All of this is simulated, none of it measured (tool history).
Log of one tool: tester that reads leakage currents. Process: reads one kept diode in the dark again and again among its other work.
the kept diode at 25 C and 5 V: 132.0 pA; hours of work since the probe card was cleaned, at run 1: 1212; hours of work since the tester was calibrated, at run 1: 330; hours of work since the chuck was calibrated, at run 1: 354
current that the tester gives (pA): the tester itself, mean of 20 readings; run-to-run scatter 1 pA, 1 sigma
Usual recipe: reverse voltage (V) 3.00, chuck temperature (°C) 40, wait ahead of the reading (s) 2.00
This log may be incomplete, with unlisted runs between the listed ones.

run    day  reverse voltage (V)  chuck temperature (°C)  wait ahead of the reading (s)  hours of work since the probe card was cleaned  hours of work since the tester was calibrated  hours of work since the chuck was calibrated  current that the tester gives (pA)
  1  0.000                 3.00                      40                           2.00                                            1212                                            330                                           354                              361.39
  2  1.325                 3.00                      40                           2.00                                            1230                                            348                                           372                              363.72
  3  2.592                 1.03                      40                           2.00                                            1247                                            365                                           389                              244.69
     3.196  -- probe card cleaned and baked
  4  3.688                 3.00                      22                           2.00                                               7                                            378                                           402                               86.96
  5  4.575                 3.00                      22                           4.49                                              19                                            390                                           414                               86.81
  6  5.721                 3.00                      22                           4.49                                              34                                            405                                           430                               87.96
  7  7.054                10.37                      43                           5.18                                              52                                            423                                           448                              690.07

Run 8, settings as shown, results not yet in. Your forecast:
     7.238  -- tester calibrated
  8  7.900                10.37                      43                           5.18                                              62                                              9                                           458                                   ?

current that the tester gives (pA): 689.66
On a tool with no hidden condition, and with the same random variation, this run would have come out at current that the tester gives (pA) 677.69.
